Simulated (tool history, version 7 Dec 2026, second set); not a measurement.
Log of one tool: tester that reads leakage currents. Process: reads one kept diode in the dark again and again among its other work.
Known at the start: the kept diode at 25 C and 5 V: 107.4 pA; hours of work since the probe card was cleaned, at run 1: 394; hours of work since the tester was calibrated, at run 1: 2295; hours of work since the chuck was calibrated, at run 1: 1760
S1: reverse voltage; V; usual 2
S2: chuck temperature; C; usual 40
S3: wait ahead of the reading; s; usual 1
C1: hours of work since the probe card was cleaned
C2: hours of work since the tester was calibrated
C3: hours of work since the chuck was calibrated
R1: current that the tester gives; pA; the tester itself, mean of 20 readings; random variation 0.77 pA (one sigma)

{"run": 1, "hour": 0.0, "S1": 2, "S2": 40, "S3": 1, "C1": 394, "C2": 2295, "C3": 1760, "R1": 256.33}
{"run": 2, "hour": 190.2, "S1": 2, "S2": 40, "S3": 1, "C1": 544, "C2": 2445, "C3": 1910, "R1": 255.23}
{"hour": 204.5, "done": "chuck's temperature calibrated"}
{"run": 3, "hour": 378.9, "S1": 2, "S2": 40, "S3": 1, "C1": 691, "C2": 2592, "C3": 137, "R1": 255.67}
{"run": 4, "hour": 537.2, "S1": 1.92, "S2": 40, "S3": 1, "C1": 816, "C2": 2717, "C3": 262, "R1": 249.67}
{"run": 5, "hour": 672.8, "S1": 1.43, "S2": 40, "S3": 1, "C1": 923, "C2": 2824, "C3": 369, "R1": 222.12}
{"run": 6, "hour": 823.3, "S1": 1.43, "S2": 40, "S3": 1, "C1": 1041, "C2": 2942, "C3": 488, "R1": 220.06}
{"run": 7, "hour": 927.5, "S1": 2, "S2": 40, "S3": 8.53, "C1": 1124, "C2": 3025, "C3": 570, "R1": 254.41}
{"run": 8, "hour": 1123.3, "S1": 2, "S2": 40, "S3": 8.53, "C1": 1278, "C2": 3179, "C3": 725, "R1": 254.18}
{"run": 9, "hour": 1314.0, "S1": 2, "S2": 40, "S3": 8.53, "C1": 1428, "C2": 3329, "C3": 875, "R1": 255.2}
{"run": 10, "hour": 1437.7, "S1": 2, "S2": 40, "S3": 1, "C1": 1526, "C2": 3427, "C3": 973, "R1": 254.18}
{"run": 11, "hour": 1592.8, "S1": 2, "S2": 40, "S3": 1, "C1": 1648, "C2": 3549, "C3": 1095, "R1": 255.52}
{"run": 12, "hour": 1688.0, "S1": 2, "S2": 40, "S3": 1, "C1": 1723, "C2": 3624, "C3": 1170, "R1": 256.12}
{"run": 13, "hour": 1860.5, "S1": 2, "S2": 40, "S3": 1, "C1": 1859, "C2": 3760, "C3": 1306, "R1": 256.08}
{"run": 14, "hour": 2045.4, "S1": 2, "S2": 45, "S3": 1, "C1": 2005, "C2": 3906, "C3": 1452, "R1": 378.3}
{"run": 15, "hour": 2242.4, "S1": 2, "S2": 40, "S3": 1, "C1": 2161, "C2": 4062, "C3": 1607, "R1": 256.52}
{"run": 16, "hour": 2431.4, "S1": 6.47, "S2": 40, "S3": 1, "C1": 2310, "C2": 4211, "C3": 1756, "R1": 422.08}
{"run": 17, "hour": 2566.4, "S1": 6.47, "S2": 40, "S3": 1, "C1": 2416, "C2": 4317, "C3": 1863, "R1": 421.31}
{"hour": 2636.5, "done": "chuck's temperature calibrated"}
{"run": 18, "hour": 2679.8, "S1": 6.47, "S2": 40, "S3": 1, "C1": 2504, "C2": 4405, "C3": 34, "R1": 422.34}
{"run": 19, "hour": 2788.3, "S1": 2, "S2": 53, "S3": 1, "C1": 2590, "C2": 4491, "C3": 120, "R1": 689.79}
{"run": 20, "hour": 2920.6, "S1": 2, "S2": 40, "S3": 1, "C1": 2694, "C2": 4595, "C3": 224, "R1": 256.48}
{"run": 21, "hour": 3108.4, "S1": 1.67, "S2": 53, "S3": 1.28, "C1": 2842, "C2": 4743, "C3": 372, "R1": 635.18}
{"run": 22, "hour": 3230.1, "S1": 3.3, "S2": 40, "S3": 0.69, "C1": 2938, "C2": 4839, "C3": 468, "R1": 316.44}
{"run": 23, "hour": 3430.5, "S1": 4.12, "S2": 25, "S3": 1, "C1": 3096, "C2": 4997, "C3": 626, "R1": 100.66}
{"run": 24, "hour": 3550.9, "S1": 4.12, "S2": 55, "S3": 2.96, "C1": 3191, "C2": 5092, "C3": 721, "R1": 1077.5}
{"run": 25, "hour": 3702.7, "S1": 2.46, "S2": 27, "S3": 4.78, "C1": 3311, "C2": 5212, "C3": 841, "R1": 95.02}
{"hour": 3870.1, "done": "tester calibrated"}
{"run": 26, "hour": 3916.2, "S1": 2.46, "S2": 27, "S3": 4.78, "C1": 3478, "C2": 36, "C3": 1008, "R1": 94.6}
{"hour": 3946.9, "done": "probe card cleaned and baked"}
{"run": 27, "hour": 4110.7, "S1": 11.32, "S2": 34, "S3": 1.55, "C1": 129, "C2": 187, "C3": 1159, "R1": 330.35}
{"run": 28, "hour": 4310.8, "S1": 11.32, "S2": 23, "S3": 1.55, "C1": 287, "C2": 345, "C3": 1316, "R1": 130.39}
{"run": 29, "hour": 4510.3, "S1": 11.32, "S2": 23, "S3": 1.55, "C1": 444, "C2": 503, "C3": 1474, "R1": 131.01}
{"run": 30, "hour": 4722.4, "S1": 11.32, "S2": 23, "S3": 1.55, "C1": 612, "C2": 670, "C3": 1641, "R1": 130.87}
{"run": 31, "hour": 4903.0, "S1": 11.32, "S2": 42, "S3": 2.97, "C1": 754, "C2": 812, "C3": 1784, "R1": 626.82}
{"hour": 5072.1, "done": "chuck's temperature calibrated"}
{"run": 32, "hour": 5094.8, "S1": 11.32, "S2": 42, "S3": 2.97, "C1": 904, "C2": 962, "C3": 18, "R1": 628.23}
{"run": 33, "hour": 5198.5, "S1": 1.79, "S2": 21, "S3": 0.4, "C1": 986, "C2": 1044, "C3": 100, "R1": 50.37}
{"run": 34, "hour": 5372.7, "S1": 1.79, "S2": 21, "S3": 0.4, "C1": 1123, "C2": 1181, "C3": 237, "R1": 50.51}
{"run": 35, "hour": 5478.0, "S1": 1.79, "S2": 21, "S3": 0.4, "C1": 1206, "C2": 1264, "C3": 320, "R1": 50.63}
{"run": 36, "hour": 5571.1, "S1": 9.64, "S2": 40, "S3": 2.39, "C1": 1279, "C2": 1338, "C3": 393, "R1": 497.95}
{"run": 37, "hour": 5680.5, "S1": 7.82, "S2": 34, "S3": 0.65, "C1": 1366, "C2": 1424, "C3": 480, "R1": 283.66}
{"run": 38, "hour": 5780.3, "S1": 2, "S2": 30, "S3": 2.64, "C1": 1444, "C2": 1503, "C3": 558, "R1": 112.14}
{"run": 39, "hour": 5901.4, "S1": 2, "S2": 30, "S3": 2.64, "C1": 1540, "C2": 1598, "C3": 654, "R1": 112.88}

Hidden state at the last listed run before each entry between runs and at the first one after, where it differs:
Between runs 2 and 3: chuck's temperature calibrated (hour 204.5)
  stray current of the dirty probe card, pA a volt: 0.025 -> 0.026; true chuck temperature over the reading, C: 0.02 -> 0
  measured less the result without the state, R1: +0.4 -> +0.07 pA
Between runs 17 and 18: chuck's temperature calibrated (hour 2636.5)
  stray current of the dirty probe card, pA a volt: 0.037 -> 0.038; true chuck temperature over the reading, C: 0.02 -> 0
  measured less the result without the state, R1: +0.77 -> +0.22 pA
Between runs 25 and 26: tester calibrated (hour 3870.1)
  stray current of the dirty probe card, pA a volt: 0.044 -> 0.045; current scale over the true one, %: 0.02 -> 0
  measured less the result without the state, R1: +0.14 -> +0.14 pA
Between runs 26 and 27: probe card cleaned and baked (hour 3946.9)
  stray current of the dirty probe card, pA a volt: 0.045 -> 0.021
  measured less the result without the state, R1: +0.14 -> +0.31 pA
Between runs 31 and 32: chuck's temperature calibrated (hour 5072.1)
  stray current of the dirty probe card, pA a volt: 0.025 -> 0.026; true chuck temperature over the reading, C: 0.02 -> 0
  measured less the result without the state, R1: +0.89 -> +0.1 pA
